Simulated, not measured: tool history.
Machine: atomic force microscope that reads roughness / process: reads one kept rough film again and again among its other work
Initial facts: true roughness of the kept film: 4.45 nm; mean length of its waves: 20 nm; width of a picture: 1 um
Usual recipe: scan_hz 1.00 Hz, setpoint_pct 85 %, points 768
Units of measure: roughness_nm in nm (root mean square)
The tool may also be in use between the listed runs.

Run 1, day 0.000: usual settings. Result: roughness_nm 2.554 nm (root mean square).
Run 2, day 1.629: usual settings but setpoint_pct 55 %. Result: roughness_nm 2.146 nm (root mean square).
At day 1.950: new tip fitted.
Run 3, day 2.512: usual settings. Result: roughness_nm 2.507 nm (root mean square).
Run 4, day 3.458: usual settings. Result: roughness_nm 2.075 nm (root mean square).
At day 4.292: new tip fitted.
Run 5, day 4.929: usual settings. Result: roughness_nm 2.405 nm (root mean square).
At day 6.654: new tip fitted.
Run 6, day 6.692: usual settings but setpoint_pct 72 %. Result: roughness_nm 2.834 nm (root mean square).
Run 7, day 7.779: usual settings but scan_hz 3.45 Hz, setpoint_pct 72 %. Result: roughness_nm 2.028 nm (root mean square).
At day 8.996: new tip fitted.
Run 8, day 9.017: usual settings but scan_hz 1.38 Hz. Result: roughness_nm 2.682 nm (root mean square).
Run 9, day 9.996: usual settings but scan_hz 1.38 Hz. Result: roughness_nm 2.211 nm (root mean square).
Run 10, day 10.958: usual settings but scan_hz 1.38 Hz. Result: roughness_nm 1.867 nm (root mean square).
At day 11.400: new tip fitted.
Run 11, day 12.029: usual settings but scan_hz 1.38 Hz. Result: roughness_nm 2.374 nm (root mean square).
Run 12, day 12.888: usual settings but scan_hz 3.11 Hz. Result: roughness_nm 1.745 nm (root mean square).
At day 13.696: new tip fitted.
Run 13, day 14.629: usual settings but scan_hz 3.11 Hz. Result: roughness_nm 1.944 nm (root mean square).
Run 14, day 15.642: usual settings but scan_hz 3.11 Hz. Result: roughness_nm 1.644 nm (root mean square).
At day 16.012: new tip fitted.
Run 15, day 16.504: usual settings but scan_hz 3.11 Hz. Result: roughness_nm 2.091 nm (root mean square).
Run 16, day 18.092: usual settings but scan_hz 3.11 Hz. Result: roughness_nm 1.595 nm (root mean square).
At day 18.350: new tip fitted.
Run 17, day 19.879: usual settings but scan_hz 2.69 Hz, setpoint_pct 76 %. Result: roughness_nm 2.035 nm (root mean square).
At day 20.671: new tip fitted.
Run 18, day 21.029: usual settings but scan_hz 2.69 Hz, setpoint_pct 76 %. Result: roughness_nm 2.350 nm (root mean square).
Run 19, day 21.879: usual settings but setpoint_pct 88 %, points 380. Result: roughness_nm 2.111 nm (root mean square).
At day 23.042: new tip fitted.
Run 20, day 23.425: usual settings but scan_hz 2.95 Hz, setpoint_pct 88 %, points 383. Result: roughness_nm 2.031 nm (root mean square).
Run 21, day 24.275: usual settings but scan_hz 2.95 Hz, setpoint_pct 88 %, points 383. Result: roughness_nm 1.696 nm (root mean square).
At day 25.392: new tip fitted.
Run 22, day 25.971: usual settings but scan_hz 0.93 Hz, setpoint_pct 72 %, points 383. Result: roughness_nm 2.535 nm (root mean square).
At day 27.700: new tip fitted.
Run 23, day 27.779: usual settings but scan_hz 0.55 Hz, setpoint_pct 72 %, points 531. Result: roughness_nm 2.854 nm (root mean square).
Run 24, day 29.246: usual settings but setpoint_pct 88 %. Result: roughness_nm 2.020 nm (root mean square).
At day 30.150: new tip fitted.
Run 25, day 30.742: usual settings but setpoint_pct 88 %. Result: roughness_nm 2.403 nm (root mean square).
At day 32.521: new tip fitted.
Run 26, day 32.550: usual settings but scan_hz 0.65 Hz, setpoint_pct 68 %. Result: roughness_nm 2.990 nm (root mean square).
Run 27, day 33.783: usual settings but scan_hz 0.63 Hz, setpoint_pct 78 %, points 404. Result: roughness_nm 2.281 nm (root mean square).
At day 34.846: new tip fitted.
Run 28, day 34.846: usual settings but scan_hz 0.62 Hz, points 419. Result: roughness_nm 2.845 nm (root mean square).
Run 29, day 36.700: usual settings but scan_hz 0.63 Hz, setpoint_pct 79 %, points 353. Result: roughness_nm 2.120 nm (root mean square).

Results for each run, recomputed without the tool's hidden state and with each run's random variation untouched:
The hidden state here: radius of the tip, nm; height scale over the true one, %; drift of the gauge itself on roughness_nm, %.
run  roughness_nm
  1         2.771
  2         3.011
  3         2.780
  4         2.782
  5         2.781
  6         2.922
  7         2.584
  8         2.687
  9         2.682
 10         2.681
 11         2.693
 12         2.303
 13         2.316
 14         2.312
 15         2.308
 16         2.315
 17         2.601
 18         2.600
 19         2.722
 20         2.232
 21         2.210
 22         2.900
 23         2.968
 24         2.758
 25         2.738
 26         2.996
 27         2.886
 28         2.853
 29         2.875
